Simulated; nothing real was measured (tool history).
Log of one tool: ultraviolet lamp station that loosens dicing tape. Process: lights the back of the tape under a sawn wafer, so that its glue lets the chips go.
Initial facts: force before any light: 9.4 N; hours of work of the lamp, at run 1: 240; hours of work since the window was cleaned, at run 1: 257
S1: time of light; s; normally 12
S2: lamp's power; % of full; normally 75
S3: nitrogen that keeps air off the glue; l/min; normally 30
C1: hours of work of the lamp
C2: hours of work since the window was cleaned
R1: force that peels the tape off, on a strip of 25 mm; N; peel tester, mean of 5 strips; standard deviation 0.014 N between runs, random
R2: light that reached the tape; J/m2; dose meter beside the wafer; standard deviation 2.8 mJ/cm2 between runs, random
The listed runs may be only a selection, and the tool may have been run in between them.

run	hour	S1	S2	S3	C1	C2	R1	R2
1	0	12	75	30	240	257	0.643	3840
2	28.1	12	83	30	252	269	0.508	4290
3	46.1	12	75	30	261	277	0.643	3810
4	62.7	12	75	30	268	285	0.649	3840
5	90.4	12	75	30	280	297	0.66	3850
6	103.2	12	75	30	286	303	0.642	3850
7	123.1	12	75	30	295	312	0.647	3890
8	136	12	75	30	301	318	0.636	3870
9	155.2	23	75	30	310	327	0.139	7370
10	175.6	23	75	30	319	336	0.13	7350
11	200.6	8	75	30	330	347	1.487	2550
12	229.5	8	75	30	343	360	1.468	2540
13	247.6	8	75	30	351	368	1.481	2540
14	273.3	8	75	30	363	380	1.496	2550
15	296.4	12	75	30	373	390	0.644	3850
16	326.2	12	75	30	387	404	0.652	3820
17	340.8	12	75	30	393	410	0.636	3870
18	353.5	12	75	30	399	416	0.654	3870
19	366.1	12	75	30	405	422	0.649	3830
# hour 368.5: window cleaned of glue's vapour
20	388.1	12	75	30	415	9	0.666	3820
21	412.1	12	75	30	425	20	0.664	3850
22	429.5	8	76	15	433	28	2.374	2560
23	451.6	8	64	24	443	38	2.215	2180
24	467.5	17	65	24	450	45	0.503	4760
25	483.4	11	89	12	458	52	1.243	4180
26	497.2	11	89	12	464	58	1.188	4170
27	523.5	22	89	17	476	70	0.158	8400
28	537.3	10	61	21	482	76	1.796	2600
29	559.4	9	92	21	492	86	1.052	3540
30	572	9	92	21	498	92	1.082	3550
31	597.3	15	88	22	509	103	0.336	5630
32	625.8	15	88	22	522	116	0.312	5660
33	642.9	15	75	30	530	124	0.363	4840
34	669.6	12	60	25	542	136	1.235	3090
35	690.8	12	75	34	551	145	0.586	3850
36	703.5	18	75	18	557	151	0.371	5770
37	729.6	20	94	14	569	163	0.211	8020
38	754	8	71	15	580	174	2.448	2430

Forecast run 39:
39	782.6	8	71	15	593	187	?	?

Run 39 measured R1 2.571 N, R2 2440 J/m2.
The same run, on a tool lacking any hidden state, would have yielded R1 2.566 N, R2 2450 J/m2.

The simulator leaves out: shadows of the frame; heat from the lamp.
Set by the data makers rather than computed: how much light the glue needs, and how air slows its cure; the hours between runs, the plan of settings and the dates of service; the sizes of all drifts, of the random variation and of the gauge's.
